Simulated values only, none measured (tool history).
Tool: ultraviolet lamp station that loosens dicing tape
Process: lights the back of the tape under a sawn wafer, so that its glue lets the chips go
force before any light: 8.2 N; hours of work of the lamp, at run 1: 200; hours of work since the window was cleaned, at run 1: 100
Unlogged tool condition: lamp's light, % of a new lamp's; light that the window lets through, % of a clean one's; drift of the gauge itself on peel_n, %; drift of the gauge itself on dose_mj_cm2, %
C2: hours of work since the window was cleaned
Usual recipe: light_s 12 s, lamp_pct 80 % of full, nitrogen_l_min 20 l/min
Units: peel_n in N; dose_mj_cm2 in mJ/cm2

run 1 day=0.000 | light_s=12 lamp_pct=80 nitrogen_l_min=20 | hours_of_work_of_the_lamp=200 C2=100 | peel_n=0.593 dose_mj_cm2=352
run 2 day=1.571 | light_s=12 lamp_pct=80 nitrogen_l_min=20 | hours_of_work_of_the_lamp=230 C2=130 | peel_n=0.597 dose_mj_cm2=355
run 3 day=3.312 | light_s=12 lamp_pct=80 nitrogen_l_min=20 | hours_of_work_of_the_lamp=263 C2=163 | peel_n=0.608 dose_mj_cm2=350
run 4 day=4.679 | light_s=12 lamp_pct=80 nitrogen_l_min=11 | hours_of_work_of_the_lamp=289 C2=189 | peel_n=1.026 dose_mj_cm2=344
run 5 day=5.483 | light_s=12 lamp_pct=80 nitrogen_l_min=20 | hours_of_work_of_the_lamp=305 C2=205 | peel_n=0.647 dose_mj_cm2=337
run 6 day=6.592 | light_s=12 lamp_pct=80 nitrogen_l_min=20 | hours_of_work_of_the_lamp=326 C2=226 | peel_n=0.649 dose_mj_cm2=338
-- day=7.708 window cleaned of glue's vapour
run 7 day=7.796 | light_s=15 lamp_pct=80 nitrogen_l_min=20 | hours_of_work_of_the_lamp=349 C2=2 | peel_n=0.343 dose_mj_cm2=452
run 8 day=9.100 | light_s=12 lamp_pct=80 nitrogen_l_min=9 | hours_of_work_of_the_lamp=374 C2=27 | peel_n=1.057 dose_mj_cm2=358
run 9 day=10.229 | light_s=12 lamp_pct=80 nitrogen_l_min=9 | hours_of_work_of_the_lamp=395 C2=48 | peel_n=1.104 dose_mj_cm2=351
run 10 day=11.512 | light_s=12 lamp_pct=80 nitrogen_l_min=9 | hours_of_work_of_the_lamp=420 C2=73 | peel_n=1.101 dose_mj_cm2=350
run 11 day=12.558 | light_s=12 lamp_pct=80 nitrogen_l_min=20 | hours_of_work_of_the_lamp=440 C2=93 | peel_n=0.623 dose_mj_cm2=349
run 12 day=13.854 | light_s=12 lamp_pct=80 nitrogen_l_min=20 | hours_of_work_of_the_lamp=465 C2=118 | peel_n=0.609 dose_mj_cm2=345
run 13 day=15.288 | light_s=12 lamp_pct=80 nitrogen_l_min=14 | hours_of_work_of_the_lamp=493 C2=146 | peel_n=0.841 dose_mj_cm2=340
run 14 day=16.138 | light_s=12 lamp_pct=80 nitrogen_l_min=14 | hours_of_work_of_the_lamp=509 C2=162 | peel_n=0.855 dose_mj_cm2=334
run 15 day=17.158 | light_s=12 lamp_pct=80 nitrogen_l_min=14 | hours_of_work_of_the_lamp=528 C2=181 | peel_n=0.897 dose_mj_cm2=334
run 16 day=18.771 | light_s=12 lamp_pct=80 nitrogen_l_min=14 | hours_of_work_of_the_lamp=559 C2=212 | peel_n=0.914 dose_mj_cm2=325
-- day=20.562 window cleaned of glue's vapour
run 17 day=20.600 | light_s=12 lamp_pct=80 nitrogen_l_min=20 | hours_of_work_of_the_lamp=594 C2=1 | peel_n=0.620 dose_mj_cm2=347
run 18 day=21.612 | light_s=13 lamp_pct=93 nitrogen_l_min=11 | hours_of_work_of_the_lamp=614 C2=20 | peel_n=0.629 dose_mj_cm2=432
run 19 day=23.396 | light_s=12 lamp_pct=84 nitrogen_l_min=18 | hours_of_work_of_the_lamp=648 C2=54 | peel_n=0.616 dose_mj_cm2=357
run 20 day=24.325 | light_s=7 lamp_pct=63 nitrogen_l_min=19 | hours_of_work_of_the_lamp=666 C2=72 | peel_n=2.418 dose_mj_cm2=155
run 21 day=25.129 | light_s=7 lamp_pct=70 nitrogen_l_min=20 | hours_of_work_of_the_lamp=681 C2=88 | peel_n=2.103 dose_mj_cm2=169
run 22 day=25.892 | light_s=7 lamp_pct=70 nitrogen_l_min=20 | hours_of_work_of_the_lamp=696 C2=102 | peel_n=2.127 dose_mj_cm2=168
run 23 day=26.833 | light_s=7 lamp_pct=77 nitrogen_l_min=13 | hours_of_work_of_the_lamp=714 C2=120 | peel_n=2.365 dose_mj_cm2=186
run 24 day=27.642 | light_s=18 lamp_pct=90 nitrogen_l_min=31 | hours_of_work_of_the_lamp=729 C2=136 | peel_n=0.190 dose_mj_cm2=559
run 25 day=28.650 | light_s=9 lamp_pct=92 nitrogen_l_min=13 | hours_of_work_of_the_lamp=749 C2=155 | peel_n=1.261 dose_mj_cm2=277
run 26 day=29.746 | light_s=18 lamp_pct=92 nitrogen_l_min=13 | hours_of_work_of_the_lamp=770 C2=176 | peel_n=0.307 dose_mj_cm2=554
run 27 day=31.312 | light_s=13 lamp_pct=64 nitrogen_l_min=20 | hours_of_work_of_the_lamp=800 C2=206 | peel_n=0.977 dose_mj_cm2=266
run 28 day=32.829 | light_s=15 lamp_pct=73 nitrogen_l_min=10 | hours_of_work_of_the_lamp=829 C2=236 | peel_n=0.963 dose_mj_cm2=358
-- day=33.425 window cleaned of glue's vapour
run 29 day=34.279 | light_s=21 lamp_pct=97 nitrogen_l_min=14 | hours_of_work_of_the_lamp=856 C2=16 | peel_n=0.202 dose_mj_cm2=704
run 30 day=35.312 | light_s=7 lamp_pct=81 nitrogen_l_min=20 | hours_of_work_of_the_lamp=876 C2=36 | peel_n=1.767 dose_mj_cm2=195
run 31 day=36.729 | light_s=7 lamp_pct=81 nitrogen_l_min=20 | hours_of_work_of_the_lamp=903 C2=63 | peel_n=1.762 dose_mj_cm2=189
run 32 day=37.812 | light_s=20 lamp_pct=81 nitrogen_l_min=6 | hours_of_work_of_the_lamp=924 C2=84 | peel_n=0.636 dose_mj_cm2=544
run 33 day=39.175 | light_s=7 lamp_pct=91 nitrogen_l_min=34 | hours_of_work_of_the_lamp=950 C2=110 | peel_n=1.113 dose_mj_cm2=212
run 34 day=40.733 | light_s=15 lamp_pct=79 nitrogen_l_min=8 | hours_of_work_of_the_lamp=980 C2=140 | peel_n=1.045 dose_mj_cm2=391

Same runs, no hidden state in the tool, same run-to-run variation:
run=1 peel_n=0.514 dose_mj_cm2=377
run=2 peel_n=0.501 dose_mj_cm2=384
run=3 peel_n=0.496 dose_mj_cm2=384
run=4 peel_n=0.833 dose_mj_cm2=382
run=5 peel_n=0.508 dose_mj_cm2=377
run=6 peel_n=0.500 dose_mj_cm2=382
run=7 peel_n=0.304 dose_mj_cm2=478
run=8 peel_n=0.932 dose_mj_cm2=382
run=9 peel_n=0.957 dose_mj_cm2=378
run=10 peel_n=0.938 dose_mj_cm2=382
run=11 peel_n=0.508 dose_mj_cm2=383
run=12 peel_n=0.485 dose_mj_cm2=383
run=13 peel_n=0.659 dose_mj_cm2=381
run=14 peel_n=0.663 dose_mj_cm2=378
run=15 peel_n=0.685 dose_mj_cm2=381
run=16 peel_n=0.679 dose_mj_cm2=376
run=17 peel_n=0.511 dose_mj_cm2=380
run=18 peel_n=0.509 dose_mj_cm2=477
run=19 peel_n=0.483 dose_mj_cm2=399
run=20 peel_n=2.086 dose_mj_cm2=175
run=21 peel_n=1.767 dose_mj_cm2=192
run=22 peel_n=1.774 dose_mj_cm2=192
run=23 peel_n=1.974 dose_mj_cm2=214
run=24 peel_n=0.167 dose_mj_cm2=646
run=25 peel_n=0.949 dose_mj_cm2=324
run=26 peel_n=0.229 dose_mj_cm2=653
run=27 peel_n=0.683 dose_mj_cm2=319
run=28 peel_n=0.656 dose_mj_cm2=433
run=29 peel_n=0.177 dose_mj_cm2=802
run=30 peel_n=1.422 dose_mj_cm2=224
run=31 peel_n=1.393 dose_mj_cm2=221
run=32 peel_n=0.447 dose_mj_cm2=639
run=33 peel_n=0.799 dose_mj_cm2=251
run=34 peel_n=0.720 dose_mj_cm2=470
